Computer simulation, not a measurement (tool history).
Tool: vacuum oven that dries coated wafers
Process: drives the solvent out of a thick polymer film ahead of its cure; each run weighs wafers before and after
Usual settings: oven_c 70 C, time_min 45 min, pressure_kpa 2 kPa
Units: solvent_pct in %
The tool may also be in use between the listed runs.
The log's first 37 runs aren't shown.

{"run": 38, "hour": 528.3, "oven_c": 55, "time_min": 45, "pressure_kpa": 2, "solvent_pct": 5.8}
{"run": 39, "hour": 544.9, "oven_c": 70, "time_min": 53, "pressure_kpa": 2, "solvent_pct": 1.68}
{"run": 40, "hour": 556.6, "oven_c": 83, "time_min": 45, "pressure_kpa": 4.94, "solvent_pct": 1.91}
{"run": 41, "hour": 571.6, "oven_c": 83, "time_min": 45, "pressure_kpa": 4.94, "solvent_pct": 1.87}
{"run": 42, "hour": 581.3, "oven_c": 83, "time_min": 45, "pressure_kpa": 1.16, "solvent_pct": 0.59}
{"run": 43, "hour": 601.1, "oven_c": 80, "time_min": 33, "pressure_kpa": 2.16, "solvent_pct": 1.13}
{"run": 44, "hour": 617.6, "oven_c": 80, "time_min": 33, "pressure_kpa": 2.16, "solvent_pct": 1.14}
{"run": 45, "hour": 638.0, "oven_c": 70, "time_min": 45, "pressure_kpa": 5.32, "solvent_pct": 3.92}
{"run": 46, "hour": 646.5, "oven_c": 70, "time_min": 37, "pressure_kpa": 1.61, "solvent_pct": 1.99}
{"run": 47, "hour": 662.2, "oven_c": 70, "time_min": 37, "pressure_kpa": 1.61, "solvent_pct": 2.04}

3 ways to go on from here, each from the tool as it stands after run 47. What would each give?
{"run": "A", "hour": 675.5, "oven_c": 70, "time_min": 74, "pressure_kpa": 1.61, "solvent_pct": "?"}
{"run": "B", "hour": 675.5, "oven_c": 70, "time_min": 47, "pressure_kpa": 1.61, "solvent_pct": "?"}
{"run": "C", "hour": 675.5, "oven_c": 67, "time_min": 37, "pressure_kpa": 7.6, "solvent_pct": "?"}

run=A solvent_pct=1.29
run=B solvent_pct=1.51
run=C solvent_pct=6.6
Without the tool's hidden state the same runs would have given:
run=A solvent_pct=1.14
run=B solvent_pct=1.37
run=C solvent_pct=6.5

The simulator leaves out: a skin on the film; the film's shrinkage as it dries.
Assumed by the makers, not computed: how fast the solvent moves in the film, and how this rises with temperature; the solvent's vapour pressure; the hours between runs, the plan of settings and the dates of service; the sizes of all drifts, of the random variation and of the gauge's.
